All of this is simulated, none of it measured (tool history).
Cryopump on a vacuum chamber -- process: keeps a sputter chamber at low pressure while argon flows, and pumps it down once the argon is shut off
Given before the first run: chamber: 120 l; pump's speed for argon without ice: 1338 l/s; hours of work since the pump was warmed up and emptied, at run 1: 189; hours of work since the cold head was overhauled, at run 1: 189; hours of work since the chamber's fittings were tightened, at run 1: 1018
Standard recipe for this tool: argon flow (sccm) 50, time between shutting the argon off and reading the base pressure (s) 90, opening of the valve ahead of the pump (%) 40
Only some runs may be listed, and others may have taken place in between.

run,hour,argon flow (sccm),time between shutting the argon off and reading the base pressure (s),opening of the valve ahead of the pump (%),hours of work since the pump was warmed up and emptied,hours of work since the cold head was overhauled,hours of work since the chamber's fittings were tightened,pressure while argon flows (Pa),pressure after the wait (uPa)
1,0,50,90,40,189,189,1018,0.1628,2.95
2,6.5,50,90,40,192,192,1021,0.1622,3.09
3,13.3,50,90,40,195,195,1025,0.1643,2.87
4,21,48,90,40,199,199,1028,0.1564,2.94
5,33,48,90,40,205,205,1034,0.1564,2.91
6,48.4,48,90,40,213,213,1042,0.1575,3.05
7,58.3,50,20,40,217,217,1047,0.1633,6.13
8,66.2,78,195,16,221,221,1050,0.626,2.58
9,80,50,90,19,228,228,1057,0.3389,2.94
10,89.2,24,90,40,232,232,1062,0.078,3.04
11,100.7,58,48,53,238,238,1067,0.1463,3.91
12,109.1,50,235,41,242,242,1071,0.1604,2.54
13,123.7,50,90,57,249,249,1078,0.1173,3.09
14,137.8,50,90,57,256,256,1085,0.1169,3.08

Forecast each of these 4 alternatives for the next run:
A,150.9,80,58,16,262,262,1092,?,?
B,150.9,50,21,40,262,262,1092,?,?
C,150.9,50,90,45,262,262,1092,?,?
D,150.9,31,203,16,262,262,1092,?,?

run,pressure while argon flows (Pa),pressure after the wait (uPa)
A,0.6427,3.56
B,0.1652,5.92
C,0.1468,3.18
D,0.2496,2.63
Take away the tool's hidden state, keep each run's random variation, and the runs would have read:
run,pressure while argon flows (Pa),pressure after the wait (uPa)
A,0.6322,1.57
B,0.1586,3.95
C,0.1402,1.14
D,0.2455,0.62
